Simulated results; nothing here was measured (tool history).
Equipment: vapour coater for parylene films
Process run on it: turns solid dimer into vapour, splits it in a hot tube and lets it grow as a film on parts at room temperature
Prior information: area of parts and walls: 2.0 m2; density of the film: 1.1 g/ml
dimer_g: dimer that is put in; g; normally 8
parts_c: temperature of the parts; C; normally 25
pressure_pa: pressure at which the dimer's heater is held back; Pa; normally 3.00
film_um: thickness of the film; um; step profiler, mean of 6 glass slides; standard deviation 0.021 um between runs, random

run,hour,dimer_g,parts_c,pressure_pa,film_um
1,0.0,8,25,3.00,1.70
2,36.1,8,25,3.00,2.01
3,87.8,8,25,2.65,2.01
4,140.7,8,25,2.65,1.96
5,174.3,8,24,2.65,2.09
6,216.0,8,24,4.63,1.79
7,277.0,8,24,4.63,1.79
8,311.8,8,24,4.63,1.79
9,337.9,8,25,8.12,1.55
10,399.6,8,25,8.12,1.50
11,427.2,8,25,8.12,1.52
12,462.9,8,25,8.12,1.51
13,503.9,8,25,8.12,1.49
14,548.5,8,23,3.00,1.92
15,599.7,8,23,3.00,1.91
16,629.6,8,25,5.52,1.55
17,691.7,8,25,5.52,1.78
18,738.6,8,25,5.52,1.79
19,786.7,9,25,3.00,2.20
20,828.2,9,25,3.00,2.14
21,880.0,8,26,3.00,1.86
22,911.6,8,26,3.00,1.82
23,937.9,8,26,3.00,1.88
24,999.4,8,25,3.00,1.88
25,1062.5,8,25,3.00,1.88
26,1116.3,8,25,3.00,1.86
27,1167.3,3,33,3.43,0.50
28,1202.3,6,33,4.25,1.00
29,1258.7,8,25,3.30,1.69
30,1289.4,8,25,3.30,1.75
31,1340.5,8,25,3.30,1.73
32,1383.3,6,32,6.09,1.05
33,1425.6,3,32,6.09,0.49
34,1456.4,3,32,6.09,0.53
35,1518.5,4,23,6.48,0.91
36,1570.1,4,23,6.48,0.88
37,1630.4,4,23,6.48,0.86
38,1687.0,6,23,6.86,1.26
39,1742.4,12,19,11.35,2.63
40,1770.9,8,18,3.00,2.29
41,1805.2,8,18,3.00,2.29
42,1851.3,4,17,9.13,0.95
43,1895.3,5,17,3.52,1.39
44,1955.6,13,29,3.52,2.38
45,2006.2,8,26,4.40,1.57
46,2051.2,4,32,2.47,0.80
47,2107.2,5,33,4.43,0.93

Removed from this log: 5 entries logged between the listed runs. Between which two listed runs does each belong, and how does the tool's hidden state at the listed run before it compare with that at the listed run after it?
Logged between run 1 and run 2: trap's valve overhauled (hour 20.3)
  vapour lost through the trap's worn valve, %: 12 -> 0.9
  measured less the result without the state, film_um: -0.24 -> -0.02 um
Logged between run 16 and run 17: trap's valve overhauled (hour 691.2)
  vapour lost through the trap's worn valve, %: 12 -> 0.2; true temperature of the parts over the reading, C: 0.13 -> 0.14
  measured less the result without the state, film_um: -0.22 -> -0.01 um
Logged between run 31 and run 32: trap's valve overhauled (hour 1361.7)
  vapour lost through the trap's worn valve, %: 12 -> 0.5; true temperature of the parts over the reading, C: 0.24 -> 0.25
  measured less the result without the state, film_um: -0.25 -> -0.01 um
Logged between run 44 and run 45: table's thermometer calibrated (hour 1990.4)
  vapour lost through the trap's worn valve, %: 11.1 -> 12; true temperature of the parts over the reading, C: 0.34 -> 0.09
  measured less the result without the state, film_um: -0.33 -> -0.22 um
Logged between run 45 and run 46: trap's valve overhauled (hour 2033.3)
  vapour lost through the trap's worn valve, %: 12 -> 0.9; true temperature of the parts over the reading, C: 0.09 -> 0.1
  measured less the result without the state, film_um: -0.22 -> -0.01 um
